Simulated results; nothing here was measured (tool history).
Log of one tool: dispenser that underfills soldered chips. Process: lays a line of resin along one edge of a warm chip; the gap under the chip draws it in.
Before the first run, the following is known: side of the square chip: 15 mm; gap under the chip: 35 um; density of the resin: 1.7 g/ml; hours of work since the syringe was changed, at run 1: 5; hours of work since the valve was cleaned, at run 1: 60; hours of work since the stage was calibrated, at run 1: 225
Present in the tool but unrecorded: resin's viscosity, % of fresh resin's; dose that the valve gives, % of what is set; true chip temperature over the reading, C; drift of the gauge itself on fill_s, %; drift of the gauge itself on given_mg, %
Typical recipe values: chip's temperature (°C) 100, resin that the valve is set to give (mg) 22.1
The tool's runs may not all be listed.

run   hour  chip's temperature (°C)  resin that the valve is set to give (mg)  hours of work since the syringe was changed  hours of work since the valve was cleaned  hours of work since the stage was calibrated  time until the resin shows at the far edge (s)  resin that the valve gave (mg)
  1    0.0                      100                                      22.1                                            5                                         60                                           225                                           325.0                           21.02
       2.9  -- new syringe of resin
  2    5.9                      100                                      22.1                                            2                                         64                                           228                                           251.4                           21.01
  3   12.1                      100                                      22.1                                            6                                         68                                           232                                           349.2                           20.98
      13.5  -- new syringe of resin
      24.1  -- new syringe of resin
  4   24.1                      100                                      22.1                                            0                                         75                                           240                                           209.3                           20.76
      34.4  -- new syringe of resin
  5   35.2                      100                                      22.1                                            0                                         82                                           247                                           221.8                           20.67
  6   43.2                      100                                      22.1                                            6                                         88                                           252                                           347.8                           20.51
      45.0  -- new syringe of resin
  7   54.9                      100                                      22.1                                            6                                         95                                           259                                           374.8                           20.47
      55.8  -- new syringe of resin
      58.4  -- dispensing valve cleaned and set on the balance
  8   62.6                      100                                      22.1                                            4                                          3                                           264                                           288.4                           22.07
      67.6  -- new syringe of resin
  9   73.0                      100                                      22.1                                            4                                          9                                           270                                           281.9                           22.08
      78.3  -- new syringe of resin
 10   82.8                      100                                      22.1                                            3                                         16                                           276                                           275.6                           21.53
      88.6  -- new syringe of resin
 11   94.1                      100                                      22.1                                            4                                         23                                           284                                           284.8                           21.60
      99.6  -- new syringe of resin
 12  100.1                      100                                      22.1                                            0                                         26                                           287                                           216.9                           21.44
 13  107.6                      100                                      22.1                                            5                                         31                                           292                                           332.2                           21.68
     110.6  -- new syringe of resin
 14  114.9                      100                                      19.1                                            3                                         36                                           297                                           278.5                           18.55
     121.8  -- new syringe of resin
 15  126.3                      100                                      19.1                                            3                                         43                                           304                                           280.7                           18.42
     132.2  -- new syringe of resin
 16  137.7                      100                                      19.1                                            4                                         50                                           311                                           298.9                           18.22
     143.0  -- new syringe of resin
 17  143.8                      100                                      19.1                                            1                                         54                                           315                                           233.1                           18.15
 18  149.2                      100                                      22.4                                            4                                         58                                           319                                           299.7                           21.20
     153.7  -- new syringe of resin
 19  160.6                      100                                      22.4                                            5                                         65                                           326                                           321.0                           21.16
     164.2  -- new syringe of resin
 20  170.5                       93                                      20.9                                            4                                         71                                           332                                           368.2                           19.69
     175.0  -- new syringe of resin
 21  176.6                       92                                      26.8                                            1                                         75                                           336                                           288.7                           25.23
     185.4  -- new syringe of resin
 22  186.9                       93                                      24.2                                            1                                         82                                           343                                           277.9                           22.56
     195.6  -- new syringe of resin
 23  198.7                      112                                      20.7                                            2                                         89                                           350                                           184.1                           19.07
 24  204.4                      106                                      20.7                                            6                                         93                                           354                                           302.7                           19.10
     206.4  -- new syringe of resin
     211.1  -- dispensing valve cleaned and set on the balance
 25  215.6                      108                                      22.1                                            5                                          3                                           360                                           275.6                           22.04
     218.1  -- new syringe of resin
 26  223.7                      108                                      22.1                                            4                                          8                                           365                                           233.3                           22.11
     228.5  -- new syringe of resin
 27  230.3                      100                                      22.8                                            1                                         12                                           370                                           231.9                           22.54
     239.0  -- new syringe of resin
 28  240.7                      100                                      22.8                                            1                                         19                                           376                                           236.6                           22.24
     249.3  -- new syringe of resin
 29  252.4                      100                                      22.8                                            2                                         26                                           384                                           250.2                           22.24
 30  259.2                      106                                      19.4                                            6                                         31                                           388                                           324.2                           18.97
     260.4  -- new syringe of resin
 31  266.6                      100                                      28.3                                            4                                         35                                           393                                           297.7                           27.30
     270.6  -- new syringe of resin
 32  272.5                      100                                      28.3                                            1                                         39                                           396                                           230.3                           27.19
     281.3  -- new syringe of resin
 33  283.8                      100                                      28.3                                            2                                         46                                           404                                           241.8                           27.25

Pick out some run-to-run changes in time until the resin shows at the far edge (s). Of each, how much would a tool without hidden state show as well, from the settings, what came in and chance, and how much is left for the hidden state and any gauge scatter not in both results compared?
Run 3 -> 4: new syringe of resin, new syringe of resin. time until the resin shows at the far edge (s) -139.9: hidden state -142.6, all else +2.7.
Run 5 -> 6: nothing adjusted, nothing logged. time until the resin shows at the far edge (s) +126.0: hidden state +127.7, all else -1.7.
Run 12 -> 13: nothing adjusted, nothing logged. time until the resin shows at the far edge (s) +115.3: hidden state +115.6, all else -0.3.
Run 23 -> 24: chip's temperature (°C) 112 -> 106. time until the resin shows at the far edge (s) +118.6: hidden state +90.1, all else +28.5.
